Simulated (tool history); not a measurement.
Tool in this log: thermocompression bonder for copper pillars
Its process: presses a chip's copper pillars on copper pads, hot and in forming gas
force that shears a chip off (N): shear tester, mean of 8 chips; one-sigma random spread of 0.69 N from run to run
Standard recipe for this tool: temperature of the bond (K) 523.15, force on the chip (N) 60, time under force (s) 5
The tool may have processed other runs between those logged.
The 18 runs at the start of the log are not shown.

run	hour	temperature of the bond (K)	force on the chip (N)	time under force (s)	force that shears a chip off (N)
19	658.2	523.15	82	11	84.4
20	688	523.15	82	11	84.5
21	712.3	523.15	82	11	83.5
22	743.8	523.15	82	11	83
23	794.2	534.15	53	4	53.1
24	828	534.15	53	4	53.8
25	875.7	534.15	77	6	74.6
26	905.2	541.15	38	8	58.9
27	946.2	494.15	46	6	25.2
# hour 964.9: heater calibrated with a thermocouple chip
28	1000.5	534.15	57	6	68.7
29	1027.7	523.15	60	7	65.5
30	1065.5	502.15	55	8	44.9
# hour 1082.5: forming gas filter changed
31	1108.7	504.15	47	12	51.7
32	1146.3	504.15	47	12	51.5
33	1196.8	526.15	47	12	71.4
# hour 1206.2: force cell calibrated
34	1229.6	526.15	47	12	72.5

3 options for the next run, each taken on its own from the tool as it stands now. Forecast them:
A	1277.9	523.15	77	5	?
B	1277.9	507.15	47	3	?
C	1277.9	508.15	36	7	?

run	force that shears a chip off (N)
A	71.4
B	32.2
C	36.9
With the hidden condition removed and each run's random variation left untouched, the same runs would have given:
run	force that shears a chip off (N)
A	75.4
B	34.3
C	39.4
